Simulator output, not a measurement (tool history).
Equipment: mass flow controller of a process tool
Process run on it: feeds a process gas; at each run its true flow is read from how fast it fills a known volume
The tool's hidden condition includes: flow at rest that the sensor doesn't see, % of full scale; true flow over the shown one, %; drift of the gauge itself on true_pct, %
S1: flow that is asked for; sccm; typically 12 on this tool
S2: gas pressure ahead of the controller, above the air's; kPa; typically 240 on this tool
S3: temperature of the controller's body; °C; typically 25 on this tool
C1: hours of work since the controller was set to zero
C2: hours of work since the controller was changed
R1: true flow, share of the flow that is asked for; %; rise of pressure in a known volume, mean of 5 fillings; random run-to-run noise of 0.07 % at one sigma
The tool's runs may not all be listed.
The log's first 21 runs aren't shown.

run 22 hour=2523.5 | S1=12 S2=204 S3=32 | C1=3328 C2=3328 | R1=96.66
run 23 hour=2617.8 | S1=10 S2=163 S3=20 | C1=3374 C2=3374 | R1=96.95
run 24 hour=2753.6 | S1=3 S2=179 S3=38 | C1=3441 C2=3441 | R1=92.48
run 25 hour=2866.9 | S1=14 S2=140 S3=38 | C1=3497 C2=3497 | R1=96.26
run 26 hour=2959.5 | S1=14 S2=140 S3=38 | C1=3542 C2=3542 | R1=96.30
run 27 hour=3069.6 | S1=14 S2=140 S3=38 | C1=3597 C2=3597 | R1=96.27
run 28 hour=3176.9 | S1=12 S2=152 S3=25 | C1=3650 C2=3650 | R1=96.88
run 29 hour=3341.2 | S1=17 S2=226 S3=25 | C1=3731 C2=3731 | R1=97.66
run 30 hour=3419.1 | S1=17 S2=226 S3=25 | C1=3769 C2=3769 | R1=97.80
run 31 hour=3508.4 | S1=17 S2=226 S3=25 | C1=3813 C2=3813 | R1=97.63
run 32 hour=3644.4 | S1=18 S2=209 S3=25 | C1=3880 C2=3880 | R1=97.72
run 33 hour=3718.6 | S1=18 S2=209 S3=25 | C1=3917 C2=3917 | R1=97.75
run 34 hour=3882.1 | S1=9 S2=240 S3=26 | C1=3997 C2=3997 | R1=95.98

4 ways to go on from here, each from the tool as it stands after run 34. What would each give?
run A hour=4053.6 | S1=8 S2=193 S3=25 | C1=4082 C2=4082 | R1=?
run B hour=4053.6 | S1=11 S2=240 S3=25 | C1=4082 C2=4082 | R1=?
run C hour=4053.6 | S1=4 S2=171 S3=25 | C1=4082 C2=4082 | R1=?
run D hour=4053.6 | S1=12 S2=143 S3=32 | C1=4082 C2=4082 | R1=?

run=A R1=95.73
run=B R1=96.27
run=C R1=93.71
run=D R1=96.14
Stripped of hidden state, with their random variation kept, the same runs would have yielded:
run=A R1=98.78
run=B R1=98.89
run=C R1=98.32
run=D R1=98.67
